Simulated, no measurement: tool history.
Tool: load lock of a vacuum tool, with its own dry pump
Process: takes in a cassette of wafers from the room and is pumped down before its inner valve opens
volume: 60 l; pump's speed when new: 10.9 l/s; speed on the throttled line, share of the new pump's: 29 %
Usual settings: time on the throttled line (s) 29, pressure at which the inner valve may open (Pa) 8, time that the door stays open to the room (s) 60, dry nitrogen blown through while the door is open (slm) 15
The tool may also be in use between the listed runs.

run    hour  time on the throttled line (s)  pressure at which the inner valve may open (Pa)  time that the door stays open to the room (s)  dry nitrogen blown through while the door is open (slm)  incoming humidity of the room's air, %  time from the closed door until the inner valve may open (s)  rise of the pressure with all valves shut (Pa/min)
  1       0                              29                                                8                                             60                                                       15                                    46.2                                                          74.7                                               0.049
  2    42.8                              29                                                8                                             60                                                       15                                    44.6                                                          74.6                                               0.044
  3    91.8                              29                                                8                                             39                                                       15                                    47.9                                                          74.8                                                0.04
  4   136.8                              33                                                8                                             60                                                       15                                    47.7                                                          77.6                                               0.046
  5   213.9                              33                                                8                                             87                                                       15                                    45.5                                                          77.5                                               0.055
  6   300.6                              18                                                8                                             60                                                       15                                    44.4                                                          67.7                                               0.049
  7   355.7                              18                                                8                                             60                                                       15                                    46.1                                                          66.6                                               0.045
  8   396.5                              29                                                8                                             60                                                       15                                    47.3                                                          74.6                                               0.049
  9   453.2                              29                                                8                                             60                                                       15                                      47                                                          75.2                                               0.051
 10   501.1                              29                                                8                                             60                                                       15                                    43.5                                                          76.4                                               0.047
 11   592.4                              29                                                8                                             60                                                       15                                    45.3                                                            75                                               0.054
 12   654.2                              29                                                8                                             60                                                       15                                    45.1                                                          74.5                                               0.045
 13   734.7                              29                                                8                                             60                                                       15                                    42.2                                                          75.4                                               0.047
 14   799.8                              29                                                8                                             60                                                       15                                    45.4                                                          75.1                                               0.051
 15   871.8                              29                                               14                                             87                                                       16                                    47.7                                                          72.2                                               0.057
 16   941.9                              25                                               13                                             34                                                       38                                    42.5                                                          69.6                                               0.031
 17   993.8                              25                                               13                                             34                                                        5                                    41.1                                                          69.6                                               0.048
 18  1052.5                              37                                                9                                             36                                                       24                                    43.7                                                          79.3                                               0.032
 19  1135.7                              25                                               13                                            226                                                        7                                    46.2                                                            70                                               0.135
 20  1175.7                              24                                                6                                            151                                                       14                                    42.7                                                          73.8                                               0.087
 21  1227.1                              24                                                6                                            151                                                       14                                    48.2                                                          73.5                                                0.09
 22  1291.3                              24                                                6                                            151                                                       14                                    44.5                                                          74.3                                               0.086
 23  1356.7                              36                                                6                                             45                                                       17                                    40.2                                                          81.7                                               0.046
 24  1441.8                              34                                                8                                             29                                                       15                                    44.4                                                          79.8                                               0.044
 25  1482.2                              34                                                8                                             29                                                       15                                    44.7                                                          79.8                                               0.039

5 ways to go on from here, each from the tool as it stands after run 25. What would each give?
  A  1545.3                              15                                               13                                            238                                                       15                                      47                                                             ?                                                   ?
  B  1545.3                              29                                                8                                             60                                                       29                                    44.8                                                             ?                                                   ?
  C  1545.3                              34                                                8                                            110                                                       15                                    47.5                                                             ?                                                   ?
  D  1545.3                              20                                                6                                             60                                                       36                                    43.5                                                             ?                                                   ?
  E  1545.3                              17                                                8                                             45                                                       43                                    47.5                                                             ?                                                   ?

run  time from the closed door until the inner valve may open (s)  rise of the pressure with all valves shut (Pa/min)
  A                                                          63.2                                               0.104
  B                                                          75.5                                               0.041
  C                                                            80                                                0.07
  D                                                          72.1                                               0.042
  E                                                          67.1                                               0.037
Without the tool's hidden state the same runs would have given:
run  time from the closed door until the inner valve may open (s)  rise of the pressure with all valves shut (Pa/min)
  A                                                          59.9                                                0.09
  B                                                          72.3                                               0.027
  C                                                          76.8                                               0.055
  D                                                          68.6                                               0.027
  E                                                          63.7                                               0.022
